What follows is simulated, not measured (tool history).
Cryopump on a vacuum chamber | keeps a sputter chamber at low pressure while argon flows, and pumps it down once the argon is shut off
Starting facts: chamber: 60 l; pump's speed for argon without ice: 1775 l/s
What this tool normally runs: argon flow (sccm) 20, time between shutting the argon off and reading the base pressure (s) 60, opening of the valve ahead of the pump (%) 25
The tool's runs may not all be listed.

run     day  argon flow (sccm)  time between shutting the argon off and reading the base pressure (s)  opening of the valve ahead of the pump (%)  pressure while argon flows (Pa)  pressure after the wait (uPa)
  1   0.000                 20                                                                     60                                          25                           0.0767                           1.35
  2   1.267                 20                                                                     60                                          25                           0.0767                           1.43
  3   1.933                 20                                                                     60                                          25                           0.0774                           1.43
  4   2.633                 20                                                                     60                                          25                           0.0761                           1.41
  5   3.562                 20                                                                     60                                          25                           0.0756                           1.44
  6   4.517                 20                                                                     60                                          25                           0.0765                           1.42
  7   5.904                 20                                                                     60                                          25                           0.0763                           1.42
  8   6.554                 20                                                                     60                                          25                           0.0775                           1.47
  9   7.633                 20                                                                     60                                          25                           0.0791                           1.44
 10   8.658                 20                                                                     60                                          25                           0.0772                           1.52
 11   9.321                 20                                                                    108                                          25                           0.0765                           1.15
 12  10.104                 13                                                                     64                                          25                           0.0510                           1.40
 13  11.167                 35                                                                     25                                          19                           0.1781                           2.51
 14  12.567                  9                                                                     59                                          29                           0.0303                           1.54
 15  13.733                 23                                                                     29                                          16                           0.1384                           2.18
 16  14.846                  8                                                                     30                                          25                           0.0312                           2.18
 17  16.167                 15                                                                    251                                          32                           0.0459                           1.05
 18  16.938                 20                                                                    238                                          20                           0.0959                           0.98
 19  18.396                 20                                                                    238                                          20                           0.0975                           1.01
 20  19.338                 38                                                                     65                                          25                           0.1478                           1.50
 21  20.521                 31                                                                     61                                          25                           0.1205                           1.54

Each row is a separate what-if for the run after 21, all from the same tool condition, not one after another. Results?
  A  21.333                 12                                                                    255                                          25                                ?                              ?
  B  21.333                 32                                                                     89                                          20                                ?                              ?
  C  21.333                 20                                                                    130                                          29                                ?                              ?
  D  21.333                 23                                                                     33                                          25                                ?                              ?

run  pressure while argon flows (Pa)  pressure after the wait (uPa)
  A                           0.0469                           1.04
  B                           0.1563                           1.32
  C                           0.0675                           1.19
  D                           0.0899                           2.11
Had the tool no hidden state, the same runs would have come out as:
run  pressure while argon flows (Pa)  pressure after the wait (uPa)
  A                           0.0457                           0.35
  B                           0.1530                           0.62
  C                           0.0654                           0.48
  D                           0.0875                           1.41
